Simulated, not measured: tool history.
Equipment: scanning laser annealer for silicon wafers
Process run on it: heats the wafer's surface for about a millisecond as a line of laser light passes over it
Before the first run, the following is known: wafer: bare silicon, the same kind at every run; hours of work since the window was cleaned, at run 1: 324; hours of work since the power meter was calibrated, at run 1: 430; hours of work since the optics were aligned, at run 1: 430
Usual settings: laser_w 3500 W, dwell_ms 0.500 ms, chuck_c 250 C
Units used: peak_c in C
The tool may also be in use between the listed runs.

| run | hour | laser_w | dwell_ms | chuck_c | hours of work since the window was cleaned | hours of work since the power meter was calibrated | hours of work since the optics were aligned | peak_c |
|---|---|---|---|---|---|---|---|---|
| 1 | 0.0 | 3500 | 0.500 | 250 | 324 | 430 | 430 | 1044 |
| 2 | 31.3 | 3500 | 0.500 | 250 | 339 | 446 | 446 | 1044 |
| 3 | 65.2 | 3500 | 0.500 | 250 | 357 | 463 | 463 | 1045 |
| 4 | 82.8 | 3129 | 0.500 | 250 | 366 | 472 | 472 | 964 |
| 5 | 107.1 | 3500 | 0.500 | 250 | 378 | 484 | 484 | 1043 |
| 6 | 141.0 | 3500 | 0.500 | 250 | 395 | 502 | 502 | 1046 |
| 7 | 164.5 | 3500 | 0.500 | 250 | 407 | 514 | 514 | 1045 |
| 8 | 183.0 | 3500 | 0.498 | 258 | 416 | 523 | 523 | 1051 |
| 9 | 217.3 | 3473 | 0.619 | 250 | 434 | 540 | 540 | 1120 |
| 10 | 236.4 | 3500 | 0.516 | 247 | 443 | 550 | 550 | 1053 |
| 11 | 265.3 | 3712 | 0.516 | 247 | 458 | 565 | 565 | 1097 |
| 12 | 283.5 | 3712 | 0.516 | 247 | 467 | 574 | 574 | 1097 |
| 13 | 305.9 | 3347 | 0.597 | 253 | 479 | 585 | 585 | 1077 |

5 ways to go on from here, each from the tool as it stands after run 13. What would each give?
| A | 343.4 | 3405 | 0.401 | 213 | 498 | 604 | 604 | ? |
| B | 343.4 | 3500 | 0.435 | 250 | 498 | 604 | 604 | ? |
| C | 343.4 | 3160 | 0.570 | 266 | 498 | 604 | 604 | ? |
| D | 343.4 | 3347 | 0.565 | 262 | 498 | 604 | 604 | ? |
| E | 343.4 | 3837 | 0.500 | 243 | 498 | 604 | 604 | ? |

| run | peak_c |
|---|---|
| A | 909 |
| B | 992 |
| C | 1033 |
| D | 1067 |
| E | 1107 |
Without the tool's hidden state the same runs would have given:
| run | peak_c |
|---|---|
| A | 909 |
| B | 993 |
| C | 1034 |
| D | 1067 |
| E | 1108 |

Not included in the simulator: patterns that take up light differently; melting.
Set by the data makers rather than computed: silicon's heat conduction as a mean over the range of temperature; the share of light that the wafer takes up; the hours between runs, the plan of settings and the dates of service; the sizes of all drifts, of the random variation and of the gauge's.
